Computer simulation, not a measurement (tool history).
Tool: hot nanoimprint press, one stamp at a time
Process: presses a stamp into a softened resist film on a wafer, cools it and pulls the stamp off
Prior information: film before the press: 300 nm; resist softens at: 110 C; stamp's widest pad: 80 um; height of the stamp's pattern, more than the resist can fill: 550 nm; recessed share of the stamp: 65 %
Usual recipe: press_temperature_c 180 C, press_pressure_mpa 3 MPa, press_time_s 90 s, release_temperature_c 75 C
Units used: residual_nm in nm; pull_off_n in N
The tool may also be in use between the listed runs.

Run 1, day 0: usual settings. Result: residual_nm 126 nm, pull_off_n 174 N.
Run 2, day 1.742: usual settings. Result: residual_nm 126.5 nm, pull_off_n 178 N.
Run 3, day 4.442: usual settings but press_temperature_c 182 C. Result: residual_nm 110.8 nm, pull_off_n 178 N.
Run 4, day 6.088: usual settings but press_temperature_c 182 C. Result: residual_nm 109.3 nm, pull_off_n 177 N.
Run 5, day 9.929: usual settings but press_pressure_mpa 3.14 MPa. Result: residual_nm 119.5 nm, pull_off_n 184 N.
Run 6, day 12.554: usual settings but press_temperature_c 174 C, press_pressure_mpa 3.14 MPa. Result: residual_nm 163.7 nm, pull_off_n 188 N.
Run 7, day 14.204: usual settings but press_temperature_c 174 C, press_pressure_mpa 3.14 MPa. Result: residual_nm 163.4 nm, pull_off_n 189 N.
At day 16.75: press's hydraulic seals changed and the load cell set to zero.
Run 8, day 16.812: usual settings but press_temperature_c 174 C, press_pressure_mpa 3.14 MPa. Result: residual_nm 159.2 nm, pull_off_n 185 N.
Run 9, day 20.596: usual settings but press_temperature_c 174 C, press_pressure_mpa 3.14 MPa. Result: residual_nm 157 nm, pull_off_n 189 N.
Run 10, day 22.408: usual settings but press_temperature_c 174 C, press_pressure_mpa 3.14 MPa, press_time_s 161 s. Result: residual_nm 127.6 nm, pull_off_n 194 N.
Run 11, day 25.971: usual settings but press_time_s 113 s. Result: residual_nm 105 nm, pull_off_n 199 N.
At day 27.129: stamp cleaned and given a new release coat.
At day 29.579: plate thermocouple calibrated.
Run 12, day 29.579: usual settings but press_time_s 136 s. Result: residual_nm 104.6 nm, pull_off_n 157 N.
Run 13, day 32.629: usual settings but press_time_s 136 s. Result: residual_nm 104 nm, pull_off_n 160 N.
Run 14, day 35.371: usual settings but press_time_s 136 s. Result: residual_nm 104.4 nm, pull_off_n 164 N.
Run 15, day 37.371: usual settings but press_time_s 136 s. Result: residual_nm 102.1 nm, pull_off_n 160 N.
Run 16, day 39.779: usual settings but press_temperature_c 183 C, press_pressure_mpa 3.34 MPa. Result: residual_nm 96.7 nm, pull_off_n 170 N.

What does the tool deliver on the next run?
Run 17, day 42.079: usual settings but press_temperature_c 171 C, press_pressure_mpa 3.34 MPa, release_temperature_c 79 C. Result: residual_nm ?, pull_off_n ?.

residual_nm: 185.9 nm
pull_off_n: 159 N
Without the tool's hidden state the same run would have given residual_nm 189.2 nm, pull_off_n 147 N.
